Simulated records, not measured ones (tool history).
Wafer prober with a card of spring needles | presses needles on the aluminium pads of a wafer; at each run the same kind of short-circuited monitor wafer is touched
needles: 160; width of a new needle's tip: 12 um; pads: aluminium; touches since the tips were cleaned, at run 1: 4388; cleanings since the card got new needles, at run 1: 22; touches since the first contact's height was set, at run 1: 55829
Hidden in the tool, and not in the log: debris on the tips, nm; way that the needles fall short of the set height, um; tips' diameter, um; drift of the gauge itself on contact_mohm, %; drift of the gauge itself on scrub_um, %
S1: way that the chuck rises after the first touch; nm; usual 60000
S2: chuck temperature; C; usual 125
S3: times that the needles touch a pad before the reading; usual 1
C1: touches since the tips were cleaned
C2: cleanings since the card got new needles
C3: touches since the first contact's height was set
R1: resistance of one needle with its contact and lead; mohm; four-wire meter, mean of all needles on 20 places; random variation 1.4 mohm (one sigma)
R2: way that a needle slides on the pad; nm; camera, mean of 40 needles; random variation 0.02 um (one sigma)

{"run": 1, "hour": 0.0, "S1": 60000, "S2": 125, "S3": 1, "C1": 4388, "C2": 22, "C3": 55829, "R1": 181, "R2": 15370}
{"hour": 11.8, "done": "tips cleaned on abrasive film"}
{"run": 2, "hour": 19.1, "S1": 60000, "S2": 125, "S3": 1, "C1": 2784, "C2": 23, "C3": 63085, "R1": 176, "R2": 15360}
{"run": 3, "hour": 27.7, "S1": 60000, "S2": 45, "S3": 1, "C1": 6047, "C2": 23, "C3": 66348, "R1": 183, "R2": 15360}
{"hour": 34.7, "done": "tips cleaned on abrasive film"}
{"run": 4, "hour": 44.8, "S1": 60000, "S2": 125, "S3": 2, "C1": 3855, "C2": 24, "C3": 72843, "R1": 157, "R2": 15350}
{"run": 5, "hour": 54.4, "S1": 60000, "S2": 125, "S3": 2, "C1": 7520, "C2": 24, "C3": 76508, "R1": 160, "R2": 15320}
{"hour": 58.0, "done": "tips cleaned on abrasive film"}
{"run": 6, "hour": 72.1, "S1": 60000, "S2": 125, "S3": 2, "C1": 5400, "C2": 25, "C3": 83225, "R1": 161, "R2": 15340}
{"hour": 80.9, "done": "tips cleaned on abrasive film"}
{"run": 7, "hour": 88.1, "S1": 60000, "S2": 125, "S3": 2, "C1": 2726, "C2": 26, "C3": 89273, "R1": 156, "R2": 15260}
{"run": 8, "hour": 99.5, "S1": 60000, "S2": 125, "S3": 2, "C1": 7100, "C2": 26, "C3": 93647, "R1": 163, "R2": 15310}
{"hour": 105.1, "done": "tips cleaned on abrasive film"}
{"run": 9, "hour": 108.1, "S1": 60000, "S2": 125, "S3": 2, "C1": 1129, "C2": 27, "C3": 96865, "R1": 141, "R2": 15310}
{"run": 10, "hour": 127.0, "S1": 44000, "S2": 125, "S3": 2, "C1": 8346, "C2": 27, "C3": 104082, "R1": 196, "R2": 11160}
{"hour": 129.0, "done": "tips cleaned on abrasive film"}
{"run": 11, "hour": 138.0, "S1": 44000, "S2": 125, "S3": 2, "C1": 3432, "C2": 28, "C3": 108249, "R1": 187, "R2": 11150}
{"hour": 151.8, "done": "tips cleaned on abrasive film"}
{"run": 12, "hour": 153.6, "S1": 44000, "S2": 125, "S3": 2, "C1": 675, "C2": 29, "C3": 114165, "R1": 155, "R2": 11110}
{"run": 13, "hour": 165.7, "S1": 60000, "S2": 125, "S3": 2, "C1": 5273, "C2": 29, "C3": 118763, "R1": 162, "R2": 15230}
{"hour": 175.5, "done": "tips cleaned on abrasive film"}
{"run": 14, "hour": 178.9, "S1": 60000, "S2": 125, "S3": 2, "C1": 1315, "C2": 30, "C3": 123793, "R1": 145, "R2": 15220}
{"hour": 198.7, "done": "tips cleaned on abrasive film"}
{"run": 15, "hour": 199.3, "S1": 60000, "S2": 125, "S3": 2, "C1": 218, "C2": 31, "C3": 131522, "R1": 134, "R2": 15210}
{"run": 16, "hour": 213.9, "S1": 60000, "S2": 125, "S3": 2, "C1": 5788, "C2": 31, "C3": 137092, "R1": 162, "R2": 15180}
{"hour": 222.5, "done": "tips cleaned on abrasive film"}
{"run": 17, "hour": 230.1, "S1": 60000, "S2": 125, "S3": 2, "C1": 2908, "C2": 32, "C3": 143233, "R1": 155, "R2": 15160}
{"run": 18, "hour": 238.5, "S1": 44000, "S2": 125, "S3": 2, "C1": 6117, "C2": 32, "C3": 146442, "R1": 196, "R2": 11020}
{"hour": 240.3, "done": "height of the first contact set anew"}
{"hour": 246.1, "done": "tips cleaned on abrasive film"}
{"run": 19, "hour": 251.5, "S1": 56000, "S2": 125, "S3": 1, "C1": 2062, "C2": 33, "C3": 4224, "R1": 174, "R2": 13910}
{"run": 20, "hour": 266.2, "S1": 55000, "S2": 38, "S3": 2, "C1": 7657, "C2": 33, "C3": 9819, "R1": 167, "R2": 13620}
{"hour": 268.7, "done": "tips cleaned on abrasive film"}
{"run": 21, "hour": 283.4, "S1": 55000, "S2": 38, "S3": 2, "C1": 5612, "C2": 34, "C3": 16348, "R1": 167, "R2": 13670}
{"hour": 292.7, "done": "tips cleaned on abrasive film"}
{"run": 22, "hour": 299.5, "S1": 56000, "S2": 42, "S3": 3, "C1": 2604, "C2": 35, "C3": 22456, "R1": 142, "R2": 13870}
{"hour": 303.1, "done": "height of the first contact set anew, once more"}
{"run": 23, "hour": 312.2, "S1": 45000, "S2": 72, "S3": 1, "C1": 7349, "C2": 35, "C3": 3488, "R1": 233, "R2": 11570}
{"hour": 317.3, "done": "tips cleaned on abrasive film"}
{"run": 24, "hour": 326.2, "S1": 58000, "S2": 113, "S3": 3, "C1": 3397, "C2": 36, "C3": 8767, "R1": 144, "R2": 14950}
{"run": 25, "hour": 338.3, "S1": 58000, "S2": 113, "S3": 3, "C1": 8033, "C2": 36, "C3": 13403, "R1": 149, "R2": 14920}
{"hour": 341.1, "done": "tips cleaned on abrasive film"}
{"run": 26, "hour": 352.3, "S1": 65000, "S2": 63, "S3": 1, "C1": 4247, "C2": 37, "C3": 18689, "R1": 169, "R2": 16730}
{"run": 27, "hour": 363.0, "S1": 44000, "S2": 71, "S3": 3, "C1": 8342, "C2": 37, "C3": 22784, "R1": 166, "R2": 11330}
{"hour": 365.0, "done": "tips cleaned on abrasive film"}
{"run": 28, "hour": 380.5, "S1": 60000, "S2": 36, "S3": 1, "C1": 5926, "C2": 38, "C3": 29430, "R1": 185, "R2": 15410}
{"hour": 387.7, "done": "tips cleaned on abrasive film"}
{"run": 29, "hour": 396.8, "S1": 65000, "S2": 74, "S3": 1, "C1": 3469, "C2": 39, "C3": 35615, "R1": 167, "R2": 16690}
{"run": 30, "hour": 406.2, "S1": 60000, "S2": 76, "S3": 1, "C1": 7050, "C2": 39, "C3": 39196, "R1": 186, "R2": 15410}
{"hour": 411.3, "done": "tips cleaned on abrasive film"}
{"run": 31, "hour": 424.2, "S1": 60000, "S2": 76, "S3": 1, "C1": 4934, "C2": 40, "C3": 46020, "R1": 184, "R2": 15390}
{"hour": 434.7, "done": "tips cleaned on abrasive film"}
{"run": 32, "hour": 443.5, "S1": 60000, "S2": 76, "S3": 1, "C1": 3344, "C2": 41, "C3": 53333, "R1": 177, "R2": 15330}
{"hour": 457.6, "done": "tips cleaned on abrasive film"}
{"run": 33, "hour": 462.5, "S1": 71000, "S2": 39, "S3": 1, "C1": 1902, "C2": 42, "C3": 60567, "R1": 150, "R2": 18150}

Forecast each of these 5 alternatives for the next run:
{"run": "A", "hour": 472.0, "S1": 54000, "S2": 71, "S3": 2, "C1": 5529, "C2": 42, "C3": 64194, "R1": "?", "R2": "?"}
{"run": "B", "hour": 472.0, "S1": 71000, "S2": 53, "S3": 1, "C1": 5529, "C2": 42, "C3": 64194, "R1": "?", "R2": "?"}
{"run": "C", "hour": 472.0, "S1": 43000, "S2": 94, "S3": 1, "C1": 5529, "C2": 42, "C3": 64194, "R1": "?", "R2": "?"}
{"run": "D", "hour": 472.0, "S1": 46000, "S2": 32, "S3": 1, "C1": 5529, "C2": 42, "C3": 64194, "R1": "?", "R2": "?"}
{"run": "E", "hour": 472.0, "S1": 49000, "S2": 59, "S3": 3, "C1": 5529, "C2": 42, "C3": 64194, "R1": "?", "R2": "?"}

run=A R1=170 R2=13800
run=B R1=166 R2=18190
run=C R1=243 R2=10970
run=D R1=232 R2=11730
run=E R1=157 R2=12480
Without the tool's hidden state the same runs would have given:
run=A R1=120 R2=13930
run=B R1=114 R2=18320
run=C R1=127 R2=11100
run=D R1=117 R2=11870
run=E R1=120 R2=12610
